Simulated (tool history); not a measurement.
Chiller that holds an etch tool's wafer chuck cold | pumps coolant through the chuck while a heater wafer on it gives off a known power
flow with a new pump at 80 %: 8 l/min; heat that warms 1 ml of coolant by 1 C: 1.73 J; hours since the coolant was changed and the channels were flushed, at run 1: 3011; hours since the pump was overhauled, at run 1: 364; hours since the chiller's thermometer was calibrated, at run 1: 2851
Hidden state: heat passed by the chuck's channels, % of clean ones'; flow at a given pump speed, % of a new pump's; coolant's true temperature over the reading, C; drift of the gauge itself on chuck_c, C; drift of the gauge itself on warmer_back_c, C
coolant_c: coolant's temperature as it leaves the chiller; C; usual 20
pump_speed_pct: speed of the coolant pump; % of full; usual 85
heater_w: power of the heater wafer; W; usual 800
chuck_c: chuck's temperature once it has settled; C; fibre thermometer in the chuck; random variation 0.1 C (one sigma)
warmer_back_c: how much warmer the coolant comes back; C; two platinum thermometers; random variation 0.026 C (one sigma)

run   hour  coolant_c  pump_speed_pct  heater_w  hours since the coolant was changed and the channels were flushed  hours since the pump was overhauled  hours since the chiller's thermometer was calibrated  chuck_c  warmer_back_c
  1      0         20              85       800                                                               3011                                  364                                                  2851     29.2           3.25
  2   55.5         20              85       800                                                               3067                                  419                                                  2906       29           3.31
  3  113.2         17              85       800                                                               3124                                  477                                                  2964     26.3            3.3
  4  144.9         17              85       800                                                               3156                                  509                                                  2996     25.9            3.3
  5    200         17              85       800                                                               3211                                  564                                                  3051     26.3           3.29
  6  238.2         20              85       800                                                               3249                                  602                                                  3089     29.1           3.24
  7  281.8         20              85       800                                                               3293                                  646                                                  3133     29.2           3.34
  8  326.2         20              85       800                                                               3337                                  690                                                  3177     29.1           3.35
  9  376.5         20              85       800                                                               3388                                  740                                                  3227     29.5           3.29
 10  400.9         18              92       669                                                               3412                                  765                                                  3252     25.3           2.61
     410.8  -- coolant pump overhauled
 11  457.4         17              66       450                                                               3464                                   47                                                  3303     23.3           2.41
 12  501.2         10              95       802                                                               3507                                   90                                                  3347     18.8           3.02
 13  530.7         10              95       802                                                               3537                                  120                                                  3376     18.8           3.02
 14  581.1         11              73       433                                                               3587                                  170                                                  3427     16.8           2.09
 15    640         17              74       631                                                               3646                                  229                                                  3486     25.2           3.04
     680.5  -- coolant pump overhauled, once more
 16  698.3         17              74       631                                                               3700                                   18                                                  3539     25.1           2.94
 17  729.9         23              94       737                                                               3731                                   49                                                  3571     30.9           2.72
 18    771         17              69       737                                                               3772                                   91                                                  3612     27.1           3.71

4 ways to go on from here, each from the tool as it stands after run 18. What would each give?
  A  825.7         26              69       896                                                               3827                                  145                                                  3667        ?              ?
  B  825.7         10              69       737                                                               3827                                  145                                                  3667        ?              ?
  C  825.7         20              72       800                                                               3827                                  145                                                  3667        ?              ?
  D  825.7         13              86       737                                                               3827                                  145                                                  3667        ?              ?

run  chuck_c  warmer_back_c
  A     38.2           4.53
  B     20.2           3.74
  C     30.6           3.87
  D     21.5           2.97
Without the tool's hidden state the same runs would have given:
run  chuck_c  warmer_back_c
  A     36.1           4.53
  B     18.5           3.74
  C     28.7           3.87
  D       20           2.97
